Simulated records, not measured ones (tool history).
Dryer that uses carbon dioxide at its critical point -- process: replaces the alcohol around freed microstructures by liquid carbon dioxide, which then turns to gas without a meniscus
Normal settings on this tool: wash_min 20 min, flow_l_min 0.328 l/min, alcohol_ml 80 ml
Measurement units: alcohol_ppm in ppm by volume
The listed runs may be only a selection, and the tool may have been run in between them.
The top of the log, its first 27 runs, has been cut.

run    hour  wash_min  flow_l_min  alcohol_ml  alcohol_ppm
 28  1333.2        27       0.266          46          139
 29  1383.7        13       0.481          54          277
 30  1417.2        12       0.487          82          521
 31  1483.4        21       0.487          26           92
 32  1543.7        21       0.487          26          104
 33  1586.3        20       0.328          39          209
       1649  -- inlet filter changed
 34    1649        14       0.328          74          948
 35  1699.7        20       0.446          80          112
 36  1736.3        27       0.351         115          114
 37  1789.4        30       0.392          32           98
 38  1822.7        18       0.366          98          299
     1878.4  -- purifier's bed changed
 39  1886.9        15       0.366         105          608
 40  1940.5        13       0.309          94         2166
 41  1972.6        13       0.309          94         2256
 42  2038.9        20       0.226          28          426
 43  2087.6        17       0.338          98          514
 44  2150.5        26       0.351          49           22
 45  2211.8        20       0.465          51           28
 46  2274.1        20       0.465          51           45

Branching from run 46: 5 alternative next runs. What would each branch give?
  A  2307.3        30       0.272         119            ?
  B  2307.3        17       0.328          80            ?
  C  2307.3        29       0.215          80            ?
  D  2307.3        20       0.281          26            ?
  E  2307.3        20       0.328          26            ?

run  alcohol_ppm
  A          114
  B          611
  C          329
  D          201
  E          114
Had the tool no hidden state, the same runs would have come out as:
run  alcohol_ppm
  A           46
  B          346
  C          166
  D          106
  E           55

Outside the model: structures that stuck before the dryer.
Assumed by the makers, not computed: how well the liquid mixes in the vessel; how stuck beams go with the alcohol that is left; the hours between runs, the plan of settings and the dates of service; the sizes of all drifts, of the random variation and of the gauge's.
